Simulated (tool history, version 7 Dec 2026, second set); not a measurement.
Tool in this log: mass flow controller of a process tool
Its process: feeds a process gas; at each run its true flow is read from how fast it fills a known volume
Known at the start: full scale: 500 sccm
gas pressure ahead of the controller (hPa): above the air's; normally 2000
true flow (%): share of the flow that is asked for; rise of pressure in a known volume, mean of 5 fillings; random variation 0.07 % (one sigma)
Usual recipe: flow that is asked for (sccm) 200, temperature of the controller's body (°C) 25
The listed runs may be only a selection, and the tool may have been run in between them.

run    hour  flow that is asked for (sccm)  gas pressure ahead of the controller (hPa)  temperature of the controller's body (°C)  true flow (%)
  1       0                            200                                        2000                                         25           98.3
  2   112.4                            200                                        2000                                         25          98.43
  3   187.6                            200                                        2000                                         25          98.37
  4   315.5                            200                                        2000                                         25          98.37
  5     430                            200                                        2000                                         25          98.27
  6   546.9                            200                                        2000                                         25          98.34
  7   603.7                            200                                        2000                                         25          98.42
  8   727.5                            200                                        2000                                         25          98.37
  9   821.2                            200                                        2000                                         25           98.3
 10   906.3                            200                                        2000                                         25          98.39
 11   996.6                            200                                        2000                                         25          98.32
 12  1082.9                            492                                        2000                                         25          99.94
 13  1190.6                            200                                        2000                                         21          97.93
 14  1264.6                            200                                        2000                                         25          98.34
 15  1380.9                            200                                        2000                                         25          98.39
 16  1516.5                            200                                        2000                                         25          98.49
 17  1639.6                            288                                        2000                                         25          98.86
 18    1726                            200                                        2000                                         25          98.39
 19  1836.3                            200                                        1420                                         25          98.04
 20  1901.2                            200                                        1600                                         25          98.09
 21  1999.6                             62                                        2060                                         25          97.65
 22  2061.1                             60                                        2000                                         25          97.64
 23    2173                            200                                        2470                                         22          98.27
 24  2296.9                            134                                        1990                                         22          97.65
 25  2379.9                            145                                        2010                                         22          97.68
 26  2449.1                            145                                        2010                                         22          97.71
 27  2539.4                            145                                        2010                                         22          97.56
 28  2614.9                             87                                        1860                                         32          98.51
 29  2672.5                            200                                        1470                                         22          97.78
 30  2748.4                            252                                        1710                                         26          98.61
 31  2828.2                            211                                        1640                                         26          98.47
 32  2946.5                            200                                        1980                                         21          97.81
 33  3031.9                            200                                        1980                                         21             98
 34  3105.6                            497                                        1800                                         38         101.32
 35  3212.4                             65                                        2060                                         22          97.35
 36  3338.6                            200                                        1610                                         22          97.71
 37  3422.6                            129                                        1610                                         22          97.44
 38  3483.2                            338                                        1480                                         21          98.47

Alternative continuations, all from the tool just after run 38; predict every row:
  A  3551.6                             90                                        1480                                         33              ?
  B  3551.6                             61                                        1600                                         37              ?
  C  3551.6                            338                                        2160                                         21              ?

run  true flow (%)
  A          98.44
  B          98.76
  C          98.78
Without the tool's unlogged condition, the same runs would have read:
run  true flow (%)
  A          98.45
  B          98.76
  C           98.8
